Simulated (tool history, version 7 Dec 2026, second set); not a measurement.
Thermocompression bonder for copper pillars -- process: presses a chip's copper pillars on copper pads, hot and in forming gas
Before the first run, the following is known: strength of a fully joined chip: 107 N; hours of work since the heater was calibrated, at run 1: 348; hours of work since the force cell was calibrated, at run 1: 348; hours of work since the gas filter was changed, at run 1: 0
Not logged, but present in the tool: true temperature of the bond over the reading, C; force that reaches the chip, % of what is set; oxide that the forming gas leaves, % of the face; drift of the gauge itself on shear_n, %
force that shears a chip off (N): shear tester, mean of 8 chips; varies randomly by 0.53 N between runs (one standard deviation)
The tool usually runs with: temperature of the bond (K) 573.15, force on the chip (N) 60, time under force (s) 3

run   hour  temperature of the bond (K)  force on the chip (N)  time under force (s)  hours of work since the heater was calibrated  hours of work since the force cell was calibrated  hours of work since the gas filter was changed  force that shears a chip off (N)
  1    0.0                       573.15                     60                     3                                            348                                                348                                               0                              68.7
  2   21.7                       573.15                     58                     3                                            366                                                366                                              17                              67.3
  3   60.9                       566.15                     60                     3                                            397                                                397                                              48                              65.6
  4   87.2                       566.15                     60                     3                                            417                                                417                                              69                              65.5
  5  110.8                       600.15                     60                     3                                            436                                                436                                              88                              82.0
  6  139.2                       600.15                     60                     3                                            459                                                459                                             110                              81.1
  7  174.0                       600.15                     60                     3                                            486                                                486                                             138                              81.0
  8  201.0                       600.15                     60                     3                                            508                                                508                                             159                              81.3
  9  248.5                       600.15                     60                     3                                            545                                                545                                             197                              81.5
 10  269.6                       600.15                     60                     3                                            562                                                562                                             214                              82.4
 11  314.3                       600.15                     60                     3                                            597                                                597                                             249                              81.1
 12  357.9                       573.15                     89                     9                                            632                                                632                                             284                              98.4
 13  406.5                       573.15                     89                     2                                            670                                                670                                             322                              80.6
 14  444.0                       589.15                     76                     3                                            700                                                700                                             352                              85.9
     484.3  -- forming gas filter changed
 15  493.0                       580.15                     84                     2                                            739                                                739                                               7                              85.0
 16  535.4                       580.15                     84                     2                                            772                                                772                                              41                              84.9

Forecast each of these 3 alternatives for the next run:
  A  578.2                       580.15                     88                     2                                            806                                                806                                              74                                 ?
  B  578.2                       564.15                     60                     2                                            806                                                806                                              74                                 ?
  C  578.2                       594.15                     77                     3                                            806                                                806                                              74                                 ?

run  force that shears a chip off (N)
  A                              86.4
  B                              59.9
  C                              92.0
Had the tool no hidden state, the same runs would have come out as:
run  force that shears a chip off (N)
  A                              82.4
  B                              54.8
  C                              88.9
